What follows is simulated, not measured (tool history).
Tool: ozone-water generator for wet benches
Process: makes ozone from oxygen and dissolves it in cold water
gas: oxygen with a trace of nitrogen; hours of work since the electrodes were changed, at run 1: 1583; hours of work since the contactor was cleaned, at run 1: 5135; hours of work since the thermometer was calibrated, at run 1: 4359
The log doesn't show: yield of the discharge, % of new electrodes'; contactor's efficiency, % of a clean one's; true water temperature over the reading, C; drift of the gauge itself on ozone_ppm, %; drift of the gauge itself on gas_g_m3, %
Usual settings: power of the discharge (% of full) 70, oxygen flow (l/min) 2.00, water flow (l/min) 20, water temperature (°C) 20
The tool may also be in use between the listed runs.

run    hour  power of the discharge (% of full)  oxygen flow (l/min)  water flow (l/min)  water temperature (°C)  hours of work since the electrodes were changed  hours of work since the contactor was cleaned  hours of work since the thermometer was calibrated  dissolved ozone (ppm)  ozone in the gas ahead of the water (g/m3)
  1     0.0                                  70                 2.00                  20                      20                                             1583                                           5135                                                4359                    8.3                                       159.3
  2    57.7                                  70                 2.00                  20                      20                                             1627                                           5179                                                4403                    8.4                                       159.1
  3   119.8                                  70                 2.00                  20                      18                                             1675                                           5226                                                4451                    8.7                                       160.8
  4   185.8                                  70                 2.00                  20                      20                                             1725                                           5277                                                4501                    8.3                                       158.4
  5   220.6                                  70                 2.00                  20                      20                                             1751                                           5303                                                4527                    8.5                                       160.0
  6   252.4                                  70                 2.00                  30                      20                                             1776                                           5328                                                4552                    5.9                                       158.0
  7   299.6                                  70                 2.00                  20                      20                                             1812                                           5364                                                4588                    8.3                                       158.6
  8   356.6                                  70                 2.00                  20                      20                                             1855                                           5407                                                4631                    8.3                                       158.4
  9   427.1                                  70                 2.00                  20                      20                                             1909                                           5461                                                4685                    8.5                                       159.4
 10   458.4                                  59                 2.00                  20                      20                                             1933                                           5485                                                4709                    7.6                                       143.4
 11   504.1                                  70                 2.00                  20                      28                                             1967                                           5519                                                4743                    7.8                                       159.2
 12   570.3                                  70                 2.00                  20                      28                                             2018                                           5570                                                4794                    8.0                                       160.3
 13   632.6                                  70                 2.00                  20                      25                                             2065                                           5617                                                4841                    7.9                                       159.0
 14   669.8                                  70                 2.00                  20                      25                                             2094                                           5646                                                4870                    8.2                                       159.2
 15   742.6                                  70                 2.00                  20                      25                                             2149                                           5701                                                4925                    8.1                                       160.2
 16   815.0                                  70                 2.00                  20                      20                                             2205                                           5756                                                4980                    8.3                                       160.3
 17   865.7                                  54                 1.76                  20                      20                                             2243                                           5795                                                5019                    6.9                                       140.4
 18   934.1                                  92                 2.00                  20                      16                                             2295                                           5847                                                5071                   10.3                                       189.6
 19   979.5                                  92                 2.00                  20                      16                                             2330                                           5882                                                5106                   10.5                                       190.6
 20  1030.7                                  92                 2.02                  22                      15                                             2369                                           5921                                                5145                    9.6                                       188.1
 21  1082.7                                  70                 2.04                  20                      20                                             2409                                           5960                                                5185                    8.4                                       157.5
 22  1153.9                                  70                 2.71                  20                      18                                             2463                                           6015                                                5239                    9.6                                       143.1
 23  1188.4                                  70                 2.12                  26                      18                                             2489                                           6041                                                5265                    7.0                                       156.8
 24  1232.4                                  70                 2.21                  20                      16                                             2523                                           6075                                                5299                    9.0                                       154.9
 25  1297.9                                  70                 1.55                  27                      27                                             2573                                           6125                                                5349                    5.5                                       174.1
 26  1359.9                                  89                 2.00                  22                      27                                             2620                                           6172                                                5396                    8.5                                       186.4
 27  1414.4                                  80                 2.00                  20                      20                                             2661                                           6213                                                5437                    9.3                                       175.0
 28  1486.0                                  46                 2.55                  24                      20                                             2716                                           6268                                                5492                    6.0                                       112.8
 29  1519.5                                  72                 1.69                  14                      16                                             2742                                           6293                                                5517                   11.6                                       172.0
 30  1556.0                                  70                 1.57                  14                      16                                             2769                                           6321                                                5545                   11.0                                       174.3
 31  1613.9                                  70                 1.57                  14                      16                                             2814                                           6365                                                5589                   10.9                                       173.8
     1641.3  -- water thermometer calibrated
 32  1677.9                                  91                 2.16                  26                      16                                             2862                                           6414                                                  28                    8.3                                       185.1

Hidden state at the last listed run before each entry between runs and at the first one after, where it differs:
Between runs 31 and 32: water thermometer calibrated (hour 1641.3)
  no hidden state differs between the two runs
